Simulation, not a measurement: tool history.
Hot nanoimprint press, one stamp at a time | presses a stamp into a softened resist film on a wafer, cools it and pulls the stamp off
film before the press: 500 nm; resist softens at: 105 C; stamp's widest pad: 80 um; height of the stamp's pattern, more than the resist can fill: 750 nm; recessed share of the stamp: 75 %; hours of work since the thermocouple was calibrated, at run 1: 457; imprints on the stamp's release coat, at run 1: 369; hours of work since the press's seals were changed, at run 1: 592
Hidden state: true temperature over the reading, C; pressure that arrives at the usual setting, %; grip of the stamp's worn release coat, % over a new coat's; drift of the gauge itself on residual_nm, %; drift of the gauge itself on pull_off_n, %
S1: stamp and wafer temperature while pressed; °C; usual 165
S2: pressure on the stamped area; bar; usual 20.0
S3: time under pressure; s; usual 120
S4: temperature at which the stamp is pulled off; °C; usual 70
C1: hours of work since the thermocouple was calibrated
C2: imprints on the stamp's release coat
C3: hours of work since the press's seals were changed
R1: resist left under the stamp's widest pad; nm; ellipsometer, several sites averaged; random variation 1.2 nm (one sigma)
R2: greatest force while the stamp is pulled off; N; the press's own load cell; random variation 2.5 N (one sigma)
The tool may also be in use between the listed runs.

run	hour	S1	S2	S3	S4	C1	C2	C3	R1	R2
1	0.0	165	20.0	120	70	457	369	592	255.2	123
2	10.0	165	20.0	120	70	465	393	599	256.4	123
3	22.6	165	20.0	120	56	475	423	609	255.2	161
4	32.4	165	20.0	120	70	482	447	617	254.8	126
5	50.9	165	20.0	120	59	497	492	631	257.5	152
6	62.4	165	20.0	120	59	506	520	640	259.0	155
7	78.8	165	20.0	120	70	519	559	653	258.7	128
8	90.1	165	20.0	120	70	527	587	662	257.5	133
9	107.0	165	20.0	120	70	541	628	675	259.9	133
# hour 118.6: plate thermocouple calibrated
10	126.0	166	20.0	120	70	6	666	688	235.9	133
11	141.3	160	20.0	120	70	18	703	700	322.4	129
12	151.7	160	20.0	120	73	26	728	708	319.8	125
13	160.4	160	20.0	120	73	33	749	715	323.7	127
14	169.6	160	20.0	120	73	40	772	722	322.2	129
15	182.6	160	20.0	120	73	50	803	732	325.5	133
16	196.7	176	15.4	101	57	61	837	743	159.9	165
17	205.4	176	15.4	101	57	68	858	750	160.3	170
18	220.7	176	15.4	101	57	80	895	762	160.3	168
19	233.7	173	20.0	120	69	90	927	772	157.6	140
20	250.8	165	24.3	112	57	103	968	785	237.2	172
21	260.2	167	20.0	109	77	111	991	793	231.5	125
22	274.9	153	19.7	111	60	122	1026	804	428.8	172
23	291.0	171	19.5	146	64	135	1065	817	165.2	160
24	300.1	154	20.0	66	64	142	1087	824	445.0	165
25	320.7	154	20.0	104	64	158	1137	840	422.5	161
26	338.1	165	13.9	120	56	172	1179	854	285.8	189
27	346.5	165	13.9	136	76	178	1199	860	273.4	141
28	361.7	165	12.8	136	76	190	1236	872	286.6	132
29	370.3	168	20.0	120	70	197	1257	879	214.0	150
30	387.6	168	20.0	120	70	211	1299	893	214.4	146

Forecast each of these 4 alternatives for the next run:
A	400.4	168	20.0	120	68	221	1330	903	?	?
B	400.4	168	15.6	215	65	221	1330	903	?	?
C	400.4	172	20.0	226	64	221	1330	903	?	?
D	400.4	165	20.0	105	70	221	1330	903	?	?

run	R1	R2
A	215.5	156
B	187.3	172
C	126.4	169
D	268.0	151
Without the tool's hidden state the same runs would have given:
run	R1	R2
A	204.1	115
B	178.0	128
C	119.1	125
D	255.1	111
